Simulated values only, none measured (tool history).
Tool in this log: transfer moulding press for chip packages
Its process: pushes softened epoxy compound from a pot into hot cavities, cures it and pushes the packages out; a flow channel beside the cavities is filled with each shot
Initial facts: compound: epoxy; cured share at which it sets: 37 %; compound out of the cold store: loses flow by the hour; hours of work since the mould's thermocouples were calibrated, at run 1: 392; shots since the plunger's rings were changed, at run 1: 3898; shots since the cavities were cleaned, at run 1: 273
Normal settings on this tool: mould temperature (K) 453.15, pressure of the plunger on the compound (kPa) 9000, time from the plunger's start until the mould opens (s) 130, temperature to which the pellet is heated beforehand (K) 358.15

run,hour,mould temperature (K),pressure of the plunger on the compound (kPa),time from the plunger's start until the mould opens (s),temperature to which the pellet is heated beforehand (K),hours of work since the mould's thermocouples were calibrated,shots since the plunger's rings were changed,shots since the cavities were cleaned,incoming compound's hours out of the cold store,length that the compound runs in the flow channel (mm),greatest force on the pins that push the packages out (N)
1,0,453.15,9000,130,358.15,392,3898,273,9.8,606,290
2,15.4,453.15,9000,130,358.15,401,4032,407,28.9,580,303
# hour 23.2: plunger's sealing rings changed
# hour 30.1: cavities cleaned with cleaning compound and waxed
3,30.1,453.15,9000,130,358.15,407,47,0,21.1,645,254
4,49.2,447.15,9000,130,358.15,419,213,166,8.3,674,409
5,61,453.15,9330,130,358.15,426,316,269,48,595,279
6,73.1,445.15,9000,130,358.15,433,420,373,45.9,608,478
# hour 89.8: cavities cleaned with cleaning compound and waxed
7,90,453.15,9000,130,358.15,442,555,2,43.1,591,233
8,106.1,454.15,9000,130,358.15,451,695,142,14.7,640,251
9,115.6,453.15,9000,130,358.15,457,777,224,39,594,267
10,132.8,450.15,9000,130,358.15,467,927,374,22.1,633,353
11,141.6,450.15,9000,130,358.15,472,1003,450,41.4,602,339
# hour 149: cavities cleaned with cleaning compound and waxed
12,161.7,453.15,9000,130,358.15,483,1165,110,9.2,645,261
13,171.6,453.15,9000,130,358.15,489,1251,196,36.6,594,282
14,187.8,449.15,9000,130,358.15,499,1392,337,43.2,594,354
15,198.7,449.15,9000,130,358.15,505,1487,432,33.3,604,385
# hour 208.8: cavities cleaned with cleaning compound and waxed
16,208.8,451.15,9000,130,361.15,510,1562,0,36.9,595,269
17,229.4,451.15,9000,130,357.15,523,1741,179,44.3,586,297
18,245.5,452.15,9000,130,358.15,532,1881,319,31.6,599,299
19,257.2,453.15,9000,154,358.15,539,1983,421,47.1,570,249
# hour 268.2: cavities cleaned with cleaning compound and waxed
20,275.1,457.15,9000,162,350.15,549,2126,61,41.8,566,200
21,288.7,449.15,9520,139,350.15,557,2243,178,25,632,303
22,305,449.15,9520,139,350.15,566,2385,320,22,630,337
23,319.1,449.15,9360,123,350.15,575,2508,443,29.1,613,444
# hour 328.4: cavities cleaned with cleaning compound and waxed
24,339.5,446.15,9360,123,349.15,586,2672,96,16.4,641,498
25,357.2,460.15,9360,123,349.15,596,2826,250,9.6,625,251
26,369.9,448.15,8210,130,358.15,604,2937,361,42.3,556,391
27,379.1,453.15,9000,153,363.15,609,3017,441,16.8,609,256
# hour 388.3: cavities cleaned with cleaning compound and waxed
28,391.4,449.15,9000,164,363.15,616,3111,28,32,591,218

For each entry between runs, how does the tool's hidden state at the last listed run before it compare with that at the first listed run after it?
From run 2 to run 3: plunger's sealing rings changed (hour 23.2); cavities cleaned with cleaning compound and waxed (hour 30.1)
  true mould temperature over the reading, C: -0.85 -> -0.86; pressure that reaches the compound, % of what is set: 84.63 -> 99.68; grip of the stained cavities, % over clean ones': 26.8 -> 2.9
  what was measured, less what the result would be without the hidden state, length that the compound runs in the flow channel (mm): -49 -> +1; greatest force on the pins that push the packages out (N): +74 -> +17
From run 6 to run 7: cavities cleaned with cleaning compound and waxed (hour 89.8)
  true mould temperature over the reading, C: -0.89 -> -0.9; pressure that reaches the compound, % of what is set: 98.23 -> 97.73; grip of the stained cavities, % over clean ones': 26 -> 0.9
  what was measured, less what the result would be without the hidden state, length that the compound runs in the flow channel (mm): -3 -> -5; greatest force on the pins that push the packages out (N): +123 -> +11
From run 11 to run 12: cavities cleaned with cleaning compound and waxed (hour 149)
  true mould temperature over the reading, C: -0.93 -> -0.94; pressure that reaches the compound, % of what is set: 95.95 -> 95.31; grip of the stained cavities, % over clean ones': 28.1 -> 9.8
  what was measured, less what the result would be without the hidden state, length that the compound runs in the flow channel (mm): -10 -> -13; greatest force on the pins that push the packages out (N): +88 -> +35
From run 15 to run 16: cavities cleaned with cleaning compound and waxed (hour 208.8)
  pressure that reaches the compound, % of what is set: 94.08 -> 93.78; grip of the stained cavities, % over clean ones': 27.4 -> 2
  what was measured, less what the result would be without the hidden state, length that the compound runs in the flow channel (mm): -16 -> -17; greatest force on the pins that push the packages out (N): +102 -> +19
From run 19 to run 20: cavities cleaned with cleaning compound and waxed (hour 268.2)
  true mould temperature over the reading, C: -1.01 -> -1.02; pressure that reaches the compound, % of what is set: 92.27 -> 91.71; grip of the stained cavities, % over clean ones': 28.4 -> 8
  what was measured, less what the result would be without the hidden state, length that the compound runs in the flow channel (mm): -21 -> -23; greatest force on the pins that push the packages out (N): +59 -> +16
From run 23 to run 24: cavities cleaned with cleaning compound and waxed (hour 328.4)
  true mould temperature over the reading, C: -1.05 -> -1.06; pressure that reaches the compound, % of what is set: 90.18 -> 89.56; grip of the stained cavities, % over clean ones': 29.6 -> 11.4
  what was measured, less what the result would be without the hidden state, length that the compound runs in the flow channel (mm): -30 -> -33; greatest force on the pins that push the packages out (N): +126 -> +84
From run 27 to run 28: cavities cleaned with cleaning compound and waxed (hour 388.3)
  pressure that reaches the compound, % of what is set: 88.22 -> 87.88; grip of the stained cavities, % over clean ones': 30.2 -> 2.3
  what was measured, less what the result would be without the hidden state, length that the compound runs in the flow channel (mm): -37 -> -36; greatest force on the pins that push the packages out (N): +65 -> +11
